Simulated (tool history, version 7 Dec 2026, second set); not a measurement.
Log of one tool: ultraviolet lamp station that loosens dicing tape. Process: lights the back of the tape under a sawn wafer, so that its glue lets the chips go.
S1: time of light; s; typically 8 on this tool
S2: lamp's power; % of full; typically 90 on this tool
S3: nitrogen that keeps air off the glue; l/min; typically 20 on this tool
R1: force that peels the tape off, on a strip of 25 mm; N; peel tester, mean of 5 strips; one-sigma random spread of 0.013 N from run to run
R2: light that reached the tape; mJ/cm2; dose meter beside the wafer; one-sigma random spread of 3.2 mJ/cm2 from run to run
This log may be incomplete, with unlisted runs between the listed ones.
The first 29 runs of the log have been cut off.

| run | hour | S1 | S2 | S3 | R1 | R2 |
|---|---|---|---|---|---|---|
| 30 | 415.8 | 9 | 66 | 6 | 1.642 | 401 |
| 31 | 436.5 | 4 | 71 | 26 | 2.077 | 194 |
| 32 | 450.0 | 4 | 71 | 26 | 2.049 | 193 |
| 33 | 463.5 | 16 | 71 | 25 | 0.271 | 769 |
| 34 | 474.4 | 5 | 90 | 20 | 1.261 | 301 |
| 35 | 492.2 | 5 | 85 | 11 | 1.802 | 290 |
| 36 | 510.1 | 7 | 70 | 11 | 1.532 | 335 |
| 37 | 523.5 | 8 | 90 | 30 | 0.463 | 488 |
| 38 | 537.5 | 9 | 90 | 29 | 0.402 | 547 |
| 39 | 555.1 | 12 | 92 | 37 | 0.271 | 749 |
| 40 | 573.2 | 4 | 90 | 16 | 1.859 | 248 |
| 41 | 585.0 | 6 | 99 | 9 | 1.346 | 404 |
| 42 | 601.5 | 6 | 99 | 9 | 1.309 | 406 |
| 43 | 619.8 | 8 | 99 | 14 | 0.628 | 537 |

3 ways to go on from here, each from the tool as it stands after run 43. What would each give?
| A | 632.0 | 9 | 99 | 28 | ? | ? |
| B | 632.0 | 7 | 78 | 20 | ? | ? |
| C | 632.0 | 5 | 99 | 9 | ? | ? |

| run | R1 | R2 |
|---|---|---|
| A | 0.355 | 607 |
| B | 0.924 | 372 |
| C | 1.679 | 338 |
Without the tool's hidden state the same runs would have given:
| run | R1 | R2 |
|---|---|---|
| A | 0.355 | 608 |
| B | 0.922 | 373 |
| C | 1.677 | 338 |

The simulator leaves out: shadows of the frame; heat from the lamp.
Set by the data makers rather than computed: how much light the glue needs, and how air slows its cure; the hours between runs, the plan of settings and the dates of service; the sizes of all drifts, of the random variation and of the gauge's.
